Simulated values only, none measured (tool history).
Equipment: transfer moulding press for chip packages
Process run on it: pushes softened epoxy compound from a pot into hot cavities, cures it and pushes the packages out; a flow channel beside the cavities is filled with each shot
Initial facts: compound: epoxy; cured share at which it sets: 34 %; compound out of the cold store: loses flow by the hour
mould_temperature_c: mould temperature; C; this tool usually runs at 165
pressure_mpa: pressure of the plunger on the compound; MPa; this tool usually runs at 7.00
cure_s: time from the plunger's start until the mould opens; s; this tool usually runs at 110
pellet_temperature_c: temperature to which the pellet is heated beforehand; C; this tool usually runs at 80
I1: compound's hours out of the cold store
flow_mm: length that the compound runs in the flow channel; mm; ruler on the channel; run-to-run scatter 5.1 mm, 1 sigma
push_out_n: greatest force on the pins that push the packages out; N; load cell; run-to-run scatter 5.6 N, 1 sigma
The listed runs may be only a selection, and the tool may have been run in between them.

Run 1, hour 0.0: usual settings; I1 20.0. Result: flow_mm 828 mm, push_out_n 198 N.
Run 2, hour 6.1: usual settings; I1 12.0. Result: flow_mm 861 mm, push_out_n 207 N.
At hour 12.4: cavities cleaned with cleaning compound and waxed.
Run 3, hour 18.6: usual settings; I1 37.2. Result: flow_mm 754 mm, push_out_n 197 N.
Run 4, hour 30.5: usual settings; I1 29.3. Result: flow_mm 791 mm, push_out_n 198 N.
Run 5, hour 41.7: usual settings; I1 44.3. Result: flow_mm 726 mm, push_out_n 193 N.
Run 6, hour 50.7: usual settings; I1 15.0. Result: flow_mm 854 mm, push_out_n 198 N.
Run 7, hour 63.0: usual settings; I1 25.4. Result: flow_mm 805 mm, push_out_n 194 N.
Run 8, hour 72.4: usual settings; I1 42.9. Result: flow_mm 731 mm, push_out_n 192 N.
Run 9, hour 78.4: usual settings but mould_temperature_c 163 C; I1 39.1. Result: flow_mm 752 mm, push_out_n 209 N.
Run 10, hour 91.0: usual settings; I1 17.3. Result: flow_mm 848 mm, push_out_n 204 N.
Run 11, hour 103.8: usual settings; I1 14.0. Result: flow_mm 862 mm, push_out_n 204 N.
Run 12, hour 111.3: usual settings; I1 42.7. Result: flow_mm 723 mm, push_out_n 204 N.
At hour 120.5: cavities cleaned with cleaning compound and waxed.
At hour 124.0: plunger's sealing rings changed.
Run 13, hour 126.7: usual settings; I1 29.6. Result: flow_mm 793 mm, push_out_n 193 N.
Run 14, hour 138.0: usual settings; I1 32.6. Result: flow_mm 774 mm, push_out_n 201 N.
Run 15, hour 144.0: usual settings but mould_temperature_c 167 C, cure_s 112 s; I1 45.6. Result: flow_mm 724 mm, push_out_n 201 N.
Run 16, hour 155.5: usual settings but mould_temperature_c 168 C, pellet_temperature_c 75 C; I1 33.3. Result: flow_mm 761 mm, push_out_n 195 N.
Run 17, hour 165.4: usual settings but mould_temperature_c 168 C, pellet_temperature_c 75 C; I1 8.2. Result: flow_mm 876 mm, push_out_n 185 N.
Run 18, hour 173.3: usual settings but mould_temperature_c 168 C, pellet_temperature_c 75 C; I1 17.6. Result: flow_mm 831 mm, push_out_n 195 N.
Run 19, hour 178.8: usual settings but mould_temperature_c 167 C, pellet_temperature_c 85 C; I1 17.3. Result: flow_mm 827 mm, push_out_n 193 N.
Run 20, hour 191.2: usual settings but pellet_temperature_c 87 C; I1 14.8. Result: flow_mm 856 mm, push_out_n 190 N.
Run 21, hour 199.4: usual settings but pellet_temperature_c 87 C; I1 30.1. Result: flow_mm 781 mm, push_out_n 198 N.
Run 22, hour 209.2: usual settings but mould_temperature_c 171 C, pressure_mpa 5.27 MPa, cure_s 140 s, pellet_temperature_c 70 C; I1 47.6. Result: flow_mm 603 mm, push_out_n 194 N.
Run 23, hour 217.7: usual settings but mould_temperature_c 168 C, pressure_mpa 5.78 MPa, cure_s 130 s, pellet_temperature_c 83 C; I1 31.9. Result: flow_mm 696 mm, push_out_n 187 N.

Estimate the outcome of run 24 from the log above:
At hour 231.5: cavities cleaned with cleaning compound and waxed.
Run 24, hour 231.8: usual settings but mould_temperature_c 170 C, cure_s 131 s; I1 40.8. Result: flow_mm ?, push_out_n ?.

{"run 24": {"flow_mm": 724, "push_out_n": 182}}
If the tool had no hidden condition, the same run with the same run-to-run variation would have returned flow_mm 725 mm, push_out_n 182 N.
